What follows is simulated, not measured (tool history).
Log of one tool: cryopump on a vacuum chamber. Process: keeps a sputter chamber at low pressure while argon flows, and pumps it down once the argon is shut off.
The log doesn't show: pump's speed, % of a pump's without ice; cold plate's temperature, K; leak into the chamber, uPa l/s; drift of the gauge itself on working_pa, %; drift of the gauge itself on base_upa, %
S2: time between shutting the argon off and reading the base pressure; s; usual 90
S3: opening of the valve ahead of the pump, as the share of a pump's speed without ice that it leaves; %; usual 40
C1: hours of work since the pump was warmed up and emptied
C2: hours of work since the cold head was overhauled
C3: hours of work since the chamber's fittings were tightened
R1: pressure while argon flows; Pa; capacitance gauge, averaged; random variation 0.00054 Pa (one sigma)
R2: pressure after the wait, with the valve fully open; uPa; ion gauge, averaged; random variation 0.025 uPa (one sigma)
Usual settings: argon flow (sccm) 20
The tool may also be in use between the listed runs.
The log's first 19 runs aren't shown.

run 20 hour=1271.6 | argon_flow_(sccm)=13 S2=90 S3=40 | C1=598 C2=2672 C3=249 | R1=0.0338 R2=1.12
run 21 hour=1327.8 | argon_flow_(sccm)=23 S2=121 S3=16 | C1=641 C2=2714 C3=291 | R1=0.1441 R2=0.86
run 22 hour=1376.6 | argon_flow_(sccm)=11 S2=90 S3=40 | C1=677 C2=2751 C3=328 | R1=0.0288 R2=1.12
run 23 hour=1436.5 | argon_flow_(sccm)=21 S2=46 S3=53 | C1=723 C2=2796 C3=374 | R1=0.0419 R2=1.91
run 24 hour=1485.7 | argon_flow_(sccm)=21 S2=46 S3=53 | C1=760 C2=2834 C3=411 | R1=0.0420 R2=1.93
run 25 hour=1561.9 | argon_flow_(sccm)=31 S2=39 S3=20 | C1=817 C2=2891 C3=468 | R1=0.1564 R2=2.26
run 26 hour=1624.6 | argon_flow_(sccm)=20 S2=216 S3=36 | C1=865 C2=2939 C3=516 | R1=0.0581 R2=0.72
run 27 hour=1716.5 | argon_flow_(sccm)=13 S2=123 S3=26 | C1=934 C2=3008 C3=585 | R1=0.0500 R2=1.00
run 28 hour=1769.5 | argon_flow_(sccm)=13 S2=33 S3=22 | C1=974 C2=3048 C3=625 | R1=0.0593 R2=2.57
-- hour=1824.0 pump warmed up, emptied and cooled again
run 29 hour=1850.8 | argon_flow_(sccm)=15 S2=90 S3=31 | C1=20 C2=3106 C3=683 | R1=0.0476 R2=1.25
run 30 hour=1945.7 | argon_flow_(sccm)=12 S2=90 S3=31 | C1=92 C2=3177 C3=754 | R1=0.0383 R2=1.28

4 ways to go on from here, each from the tool as it stands after run 30. What would each give?
run A hour=2033.9 | argon_flow_(sccm)=19 S2=24 S3=58 | C1=159 C2=3244 C3=821 | R1=? R2=?
run B hour=2033.9 | argon_flow_(sccm)=21 S2=45 S3=31 | C1=159 C2=3244 C3=821 | R1=? R2=?
run C hour=2033.9 | argon_flow_(sccm)=22 S2=37 S3=55 | C1=159 C2=3244 C3=821 | R1=? R2=?
run D hour=2033.9 | argon_flow_(sccm)=20 S2=114 S3=37 | C1=159 C2=3244 C3=821 | R1=? R2=?

run=A R1=0.0324 R2=3.49
run=B R1=0.0665 R2=2.06
run=C R1=0.0404 R2=2.38
run=D R1=0.0547 R2=1.11
Without the tool's hidden state the same runs would have given:
run=A R1=0.0312 R2=3.20
run=B R1=0.0652 R2=1.77
run=C R1=0.0390 R2=2.09
run=D R1=0.0534 R2=0.82
